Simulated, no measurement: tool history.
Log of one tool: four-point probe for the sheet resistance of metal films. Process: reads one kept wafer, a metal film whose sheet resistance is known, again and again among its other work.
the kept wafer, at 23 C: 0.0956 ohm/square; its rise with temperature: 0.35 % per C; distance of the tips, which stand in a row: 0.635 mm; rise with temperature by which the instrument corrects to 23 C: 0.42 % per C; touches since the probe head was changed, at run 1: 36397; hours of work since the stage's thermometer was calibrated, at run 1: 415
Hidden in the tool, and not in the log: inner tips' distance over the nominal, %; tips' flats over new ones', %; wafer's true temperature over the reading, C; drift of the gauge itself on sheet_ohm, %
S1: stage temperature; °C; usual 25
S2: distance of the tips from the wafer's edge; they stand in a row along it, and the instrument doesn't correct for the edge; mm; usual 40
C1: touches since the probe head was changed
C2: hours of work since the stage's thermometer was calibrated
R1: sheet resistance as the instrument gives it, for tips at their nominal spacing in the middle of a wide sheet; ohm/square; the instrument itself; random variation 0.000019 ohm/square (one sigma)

run    hour  S1  S2     C1    C2        R1
  1     0.0  25  40  36397   415  0.095350
  2   116.2  25   9  39921   496  0.095558
  3   212.6  25   9  42843   563  0.095546
  4   298.8  25  17  45456   623  0.095327
  5   386.9  25  40  48127   685  0.095212
  6   476.9  25  40  50856   748  0.095266
  7   578.5  25  40  53935   819  0.095215
  8   663.3  25  40  56506   878  0.095167
  9   786.1  23  40  60228   964  0.095294
 10   903.8  23  40  63796  1047  0.095245
 11  1028.3  23  40  67570  1134  0.095231
 12  1126.0  23  40  70531  1202  0.095204
 13  1194.9  25   4  72620  1250  0.096353
 14  1265.2  25   4  74752  1299  0.096293
 15  1352.6  28  59  77402  1360  0.094832
     1434.5  -- stage's thermometer calibrated
 16  1470.2  20  18  80951    25  0.095198
 17  1527.6  20  10  82691    65  0.095378
 18  1627.0  20   8  85704   135  0.095442
 19  1684.4  20   8  87445   175  0.095455

Forecast each of these 4 alternatives for the next run:
  A  1783.0  34  38  90434  244   ?
  B  1783.0  20   8  90434  244   ?
  C  1783.0  20   8  90434  244   ?
  D  1783.0  20   7  90434  244   ?

run        R1
  A  0.094192
  B  0.095426
  C  0.095419
  D  0.095485
Without the tool's hidden state the same runs would have given:
run        R1
  A  0.094908
  B  0.096149
  C  0.096143
  D  0.096209

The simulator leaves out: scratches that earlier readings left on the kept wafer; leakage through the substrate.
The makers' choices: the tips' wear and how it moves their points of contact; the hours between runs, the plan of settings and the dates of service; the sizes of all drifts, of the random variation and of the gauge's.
